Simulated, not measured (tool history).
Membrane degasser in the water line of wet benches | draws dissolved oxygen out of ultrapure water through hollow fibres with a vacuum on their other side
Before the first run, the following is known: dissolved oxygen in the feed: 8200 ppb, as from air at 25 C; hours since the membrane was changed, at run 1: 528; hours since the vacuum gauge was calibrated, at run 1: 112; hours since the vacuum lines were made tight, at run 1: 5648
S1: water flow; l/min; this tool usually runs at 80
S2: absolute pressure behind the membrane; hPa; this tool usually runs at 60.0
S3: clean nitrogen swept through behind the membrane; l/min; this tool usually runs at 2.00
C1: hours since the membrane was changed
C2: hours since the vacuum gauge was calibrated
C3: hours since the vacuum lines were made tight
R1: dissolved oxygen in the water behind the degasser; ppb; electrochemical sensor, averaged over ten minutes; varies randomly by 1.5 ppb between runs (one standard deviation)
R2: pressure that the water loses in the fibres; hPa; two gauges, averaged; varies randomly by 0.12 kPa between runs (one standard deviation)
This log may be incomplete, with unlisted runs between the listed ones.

run	day	S1	S2	S3	C1	C2	C3	R1	R2
1	0.000	80	60.0	2.00	528	112	5648	316.6	543.4
2	8.683	80	60.0	2.00	736	320	5856	320.8	545.5
3	18.750	80	114.4	2.00	978	562	6098	709.3	545.5
4	29.075	80	114.4	2.00	1225	810	6345	709.7	546.7
5	39.154	80	60.0	2.00	1467	1052	6587	319.6	545.7
6	46.683	70	60.0	2.00	1648	1232	6768	256.5	479.0
7	52.579	70	60.0	2.00	1789	1374	6909	257.1	478.2
8	61.992	81	60.0	2.00	2015	1600	7135	327.3	554.7
# day 62.833: vacuum gauge calibrated
9	70.888	80	111.0	2.00	2228	193	7348	691.7	548.8
# day 72.288: seals of the vacuum lines changed
10	80.304	80	111.0	2.00	2452	417	192	689.3	547.6
# day 87.325: vacuum gauge calibrated, once more
11	88.462	62	38.8	3.14	2648	27	388	69.3	426.5
12	97.233	77	59.4	0.86	2858	238	598	475.6	528.1
13	103.396	77	59.4	0.86	3006	386	746	471.1	530.5
14	108.696	59	55.2	1.42	3133	513	873	222.0	405.8
15	116.671	59	60.5	0.96	3325	704	1065	341.7	406.1
16	124.904	90	114.5	0.96	3522	902	1262	1247.0	619.0
17	132.775	96	106.2	0.82	3711	1091	1451	1310.5	665.5
18	142.129	105	124.2	3.17	3936	1315	1676	831.3	723.7
19	148.604	122	53.1	4.03	4091	1471	1831	523.6	844.5

Here are 5 independent what-if runs from the current tool condition. What would each one return?
A	157.046	73	74.2	0.96	4294	1673	2034	?	?
B	157.046	122	53.1	4.56	4294	1673	2034	?	?
C	157.046	74	60.0	2.00	4294	1673	2034	?	?
D	157.046	110	46.1	4.03	4294	1673	2034	?	?
E	157.046	76	45.3	2.68	4294	1673	2034	?	?

run	R1	R2
A	594.7	506.9
B	514.6	844.4
C	289.8	511.5
D	383.8	762.2
E	174.7	525.5
Without the tool's unlogged condition, the same runs would have read:
run	R1	R2
A	581.2	498.2
B	490.7	829.8
C	278.5	502.7
D	363.1	749.1
E	163.5	516.4
